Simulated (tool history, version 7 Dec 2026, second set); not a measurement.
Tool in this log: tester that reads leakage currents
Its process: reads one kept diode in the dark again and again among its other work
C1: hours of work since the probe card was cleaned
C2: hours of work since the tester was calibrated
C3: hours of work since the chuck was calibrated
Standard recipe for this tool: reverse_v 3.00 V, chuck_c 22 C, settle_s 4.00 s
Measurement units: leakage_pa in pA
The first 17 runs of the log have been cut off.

run 18 hour=870.3 | reverse_v=3.00 chuck_c=27 settle_s=4.00 | C1=411 C2=991 C3=1206 | leakage_pa=111.50
run 19 hour=914.2 | reverse_v=3.00 chuck_c=27 settle_s=4.00 | C1=432 C2=1012 C3=1227 | leakage_pa=112.04
run 20 hour=957.5 | reverse_v=3.00 chuck_c=27 settle_s=4.00 | C1=452 C2=1033 C3=1247 | leakage_pa=111.55
run 21 hour=995.1 | reverse_v=5.03 chuck_c=59 settle_s=0.37 | C1=470 C2=1050 C3=1265 | leakage_pa=1226.79
run 22 hour=1046.2 | reverse_v=3.00 chuck_c=22 settle_s=7.11 | C1=494 C2=1074 C3=1289 | leakage_pa=76.83
run 23 hour=1110.1 | reverse_v=10.73 chuck_c=38 settle_s=4.07 | C1=524 C2=1105 C3=1319 | leakage_pa=467.64
run 24 hour=1154.4 | reverse_v=5.70 chuck_c=22 settle_s=4.00 | C1=545 C2=1126 C3=1340 | leakage_pa=106.71
run 25 hour=1206.8 | reverse_v=4.54 chuck_c=48 settle_s=3.83 | C1=570 C2=1150 C3=1365 | leakage_pa=585.56
run 26 hour=1263.4 | reverse_v=3.00 chuck_c=22 settle_s=8.75 | C1=597 C2=1177 C3=1392 | leakage_pa=76.85
run 27 hour=1302.0 | reverse_v=4.46 chuck_c=22 settle_s=1.70 | C1=615 C2=1195 C3=1410 | leakage_pa=94.96
run 28 hour=1367.7 | reverse_v=3.00 chuck_c=37 settle_s=4.00 | C1=646 C2=1226 C3=1441 | leakage_pa=227.54
run 29 hour=1427.3 | reverse_v=3.60 chuck_c=49 settle_s=0.73 | C1=674 C2=1254 C3=1469 | leakage_pa=554.56
run 30 hour=1479.5 | reverse_v=3.60 chuck_c=49 settle_s=0.73 | C1=699 C2=1279 C3=1494 | leakage_pa=556.59
run 31 hour=1512.9 | reverse_v=3.60 chuck_c=49 settle_s=0.73 | C1=714 C2=1295 C3=1510 | leakage_pa=554.73
run 32 hour=1570.0 | reverse_v=2.80 chuck_c=36 settle_s=0.85 | C1=741 C2=1322 C3=1537 | leakage_pa=205.63
run 33 hour=1608.3 | reverse_v=8.03 chuck_c=27 settle_s=1.87 | C1=760 C2=1340 C3=1555 | leakage_pa=185.24
run 34 hour=1669.0 | reverse_v=1.66 chuck_c=23 settle_s=0.93 | C1=788 C2=1369 C3=1583 | leakage_pa=61.74
run 35 hour=1711.8 | reverse_v=1.96 chuck_c=45 settle_s=4.00 | C1=808 C2=1389 C3=1604 | leakage_pa=314.19
run 36 hour=1764.2 | reverse_v=3.00 chuck_c=43 settle_s=4.00 | C1=833 C2=1414 C3=1628 | leakage_pa=342.93
run 37 hour=1817.1 | reverse_v=4.38 chuck_c=39 settle_s=3.64 | C1=858 C2=1439 C3=1653 | leakage_pa=315.51
run 38 hour=1855.9 | reverse_v=4.38 chuck_c=39 settle_s=3.64 | C1=876 C2=1457 C3=1672 | leakage_pa=318.00
run 39 hour=1914.8 | reverse_v=15.11 chuck_c=22 settle_s=4.00 | C1=904 C2=1485 C3=1699 | leakage_pa=175.50
run 40 hour=1944.5 | reverse_v=15.11 chuck_c=22 settle_s=4.00 | C1=918 C2=1499 C3=1713 | leakage_pa=176.16

Branching from run 40: 3 alternative next runs. What would each branch give?
run A hour=2001.3 | reverse_v=3.61 chuck_c=22 settle_s=4.00 | C1=945 C2=1526 C3=1740 | leakage_pa=?
run B hour=2001.3 | reverse_v=1.12 chuck_c=22 settle_s=2.65 | C1=945 C2=1526 C3=1740 | leakage_pa=?
run C hour=2001.3 | reverse_v=1.04 chuck_c=22 settle_s=4.00 | C1=945 C2=1526 C3=1740 | leakage_pa=?

run=A leakage_pa=84.62
run=B leakage_pa=46.69
run=C leakage_pa=44.80
Stripped of hidden state, with their random variation kept, the same runs would have yielded:
run=A leakage_pa=84.65
run=B leakage_pa=46.73
run=C leakage_pa=44.84
